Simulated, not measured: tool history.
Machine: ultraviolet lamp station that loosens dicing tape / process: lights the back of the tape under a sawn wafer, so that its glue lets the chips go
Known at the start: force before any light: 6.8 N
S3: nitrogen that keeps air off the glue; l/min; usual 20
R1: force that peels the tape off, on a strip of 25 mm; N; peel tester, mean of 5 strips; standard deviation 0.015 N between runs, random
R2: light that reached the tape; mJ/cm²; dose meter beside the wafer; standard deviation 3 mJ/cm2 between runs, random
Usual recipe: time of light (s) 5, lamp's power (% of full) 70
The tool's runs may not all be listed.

{"run": 1, "hour": 0.0, "time of light (s)": 5, "lamp's power (% of full)": 70, "S3": 20, "R1": 1.357, "R2": 305}
{"run": 2, "hour": 26.1, "time of light (s)": 5, "lamp's power (% of full)": 70, "S3": 20, "R1": 1.427, "R2": 301}
{"run": 3, "hour": 55.2, "time of light (s)": 5, "lamp's power (% of full)": 70, "S3": 20, "R1": 1.423, "R2": 298}
{"run": 4, "hour": 97.0, "time of light (s)": 5, "lamp's power (% of full)": 70, "S3": 20, "R1": 1.489, "R2": 294}
{"run": 5, "hour": 138.1, "time of light (s)": 5, "lamp's power (% of full)": 70, "S3": 20, "R1": 1.523, "R2": 284}
{"hour": 141.2, "done": "window cleaned of glue's vapour"}
{"run": 6, "hour": 176.2, "time of light (s)": 5, "lamp's power (% of full)": 70, "S3": 20, "R1": 1.174, "R2": 334}
{"run": 7, "hour": 197.8, "time of light (s)": 5, "lamp's power (% of full)": 70, "S3": 20, "R1": 1.217, "R2": 330}
{"run": 8, "hour": 233.3, "time of light (s)": 5, "lamp's power (% of full)": 70, "S3": 20, "R1": 1.245, "R2": 327}
{"run": 9, "hour": 273.5, "time of light (s)": 5, "lamp's power (% of full)": 70, "S3": 25, "R1": 1.174, "R2": 315}
{"run": 10, "hour": 291.3, "time of light (s)": 5, "lamp's power (% of full)": 70, "S3": 25, "R1": 1.235, "R2": 323}
{"run": 11, "hour": 324.5, "time of light (s)": 5, "lamp's power (% of full)": 70, "S3": 25, "R1": 1.243, "R2": 312}
{"run": 12, "hour": 354.5, "time of light (s)": 5, "lamp's power (% of full)": 70, "S3": 25, "R1": 1.225, "R2": 306}
{"run": 13, "hour": 390.9, "time of light (s)": 5, "lamp's power (% of full)": 70, "S3": 25, "R1": 1.29, "R2": 302}
{"run": 14, "hour": 425.7, "time of light (s)": 5, "lamp's power (% of full)": 70, "S3": 25, "R1": 1.321, "R2": 297}
{"run": 15, "hour": 464.6, "time of light (s)": 5, "lamp's power (% of full)": 70, "S3": 25, "R1": 1.363, "R2": 289}
{"run": 16, "hour": 503.6, "time of light (s)": 5, "lamp's power (% of full)": 70, "S3": 25, "R1": 1.429, "R2": 288}
{"run": 17, "hour": 524.6, "time of light (s)": 5, "lamp's power (% of full)": 68, "S3": 20, "R1": 1.637, "R2": 274}
{"run": 18, "hour": 554.2, "time of light (s)": 5, "lamp's power (% of full)": 68, "S3": 20, "R1": 1.629, "R2": 269}
{"run": 19, "hour": 584.0, "time of light (s)": 5, "lamp's power (% of full)": 70, "S3": 20, "R1": 1.621, "R2": 272}
{"run": 20, "hour": 626.5, "time of light (s)": 5, "lamp's power (% of full)": 70, "S3": 20, "R1": 1.724, "R2": 267}
{"run": 21, "hour": 657.2, "time of light (s)": 5, "lamp's power (% of full)": 70, "S3": 20, "R1": 1.729, "R2": 263}
{"hour": 691.5, "done": "window cleaned of glue's vapour"}
{"run": 22, "hour": 697.9, "time of light (s)": 3, "lamp's power (% of full)": 70, "S3": 20, "R1": 2.554, "R2": 186}
{"run": 23, "hour": 730.6, "time of light (s)": 3, "lamp's power (% of full)": 65, "S3": 33, "R1": 2.444, "R2": 171}
{"run": 24, "hour": 760.2, "time of light (s)": 2, "lamp's power (% of full)": 70, "S3": 22, "R1": 3.476, "R2": 118}
{"run": 25, "hour": 791.0, "time of light (s)": 2, "lamp's power (% of full)": 61, "S3": 6, "R1": 4.655, "R2": 100}
{"run": 26, "hour": 812.3, "time of light (s)": 5, "lamp's power (% of full)": 93, "S3": 28, "R1": 0.787, "R2": 388}
{"run": 27, "hour": 837.5, "time of light (s)": 4, "lamp's power (% of full)": 61, "S3": 20, "R1": 2.327, "R2": 200}
{"run": 28, "hour": 874.1, "time of light (s)": 6, "lamp's power (% of full)": 62, "S3": 10, "R1": 1.899, "R2": 305}
{"run": 29, "hour": 915.0, "time of light (s)": 6, "lamp's power (% of full)": 81, "S3": 15, "R1": 1.076, "R2": 385}
{"run": 30, "hour": 955.4, "time of light (s)": 10, "lamp's power (% of full)": 77, "S3": 20, "R1": 0.427, "R2": 599}
{"run": 31, "hour": 992.6, "time of light (s)": 10, "lamp's power (% of full)": 61, "S3": 20, "R1": 0.689, "R2": 466}
{"run": 32, "hour": 1035.9, "time of light (s)": 10, "lamp's power (% of full)": 69, "S3": 22, "R1": 0.548, "R2": 512}
{"run": 33, "hour": 1053.7, "time of light (s)": 8, "lamp's power (% of full)": 91, "S3": 9, "R1": 0.77, "R2": 536}
{"hour": 1079.0, "done": "lamp changed"}
{"run": 34, "hour": 1096.3, "time of light (s)": 8, "lamp's power (% of full)": 91, "S3": 9, "R1": 0.381, "R2": 781}
{"run": 35, "hour": 1130.2, "time of light (s)": 9, "lamp's power (% of full)": 99, "S3": 8, "R1": 0.31, "R2": 950}
{"run": 36, "hour": 1163.0, "time of light (s)": 5, "lamp's power (% of full)": 85, "S3": 28, "R1": 0.62, "R2": 446}
{"run": 37, "hour": 1192.2, "time of light (s)": 2, "lamp's power (% of full)": 85, "S3": 32, "R1": 2.429, "R2": 173}
{"run": 38, "hour": 1226.4, "time of light (s)": 3, "lamp's power (% of full)": 83, "S3": 32, "R1": 1.513, "R2": 252}
{"hour": 1241.7, "done": "window cleaned of glue's vapour"}
{"run": 39, "hour": 1254.9, "time of light (s)": 4, "lamp's power (% of full)": 90, "S3": 39, "R1": 0.569, "R2": 438}
{"run": 40, "hour": 1284.9, "time of light (s)": 10, "lamp's power (% of full)": 75, "S3": 21, "R1": 0.227, "R2": 902}
{"run": 41, "hour": 1304.5, "time of light (s)": 7, "lamp's power (% of full)": 71, "S3": 19, "R1": 0.417, "R2": 591}
{"run": 42, "hour": 1329.4, "time of light (s)": 7, "lamp's power (% of full)": 71, "S3": 19, "R1": 0.443, "R2": 579}
{"run": 43, "hour": 1356.3, "time of light (s)": 7, "lamp's power (% of full)": 70, "S3": 20, "R1": 0.453, "R2": 567}

For some of the steps in R1 from one run to the next: how much would appear even if the tool had no hidden state, given the settings, what came in and random variation, and how much remains for the hidden state plus any gauge scatter that the measured result and the result without hidden state don't share?
Hidden state at play: lamp's light, % of a new lamp's; light that the window lets through, % of a clean one's; drift of the gauge itself on peel_n, %; drift of the gauge itself on dose_mj_cm2, %.
Run 25 -> 26: time of light (s) 2 -> 5, lamp's power (% of full) 61 -> 93, S3 6 -> 28. R1 -3.868 N: hidden state -0.395, all else -3.473.
Run 26 -> 27: time of light (s) 5 -> 4, lamp's power (% of full) 93 -> 61, S3 28 -> 20. R1 +1.540 N: hidden state +0.549, all else +0.991.
Run 29 -> 30: time of light (s) 6 -> 10, lamp's power (% of full) 81 -> 77, S3 15 -> 20. R1 -0.649 N: hidden state -0.413, all else -0.236.
Run 36 -> 37: time of light (s) 5 -> 2, S3 28 -> 32. R1 +1.809 N: hidden state +0.311, all else +1.498.
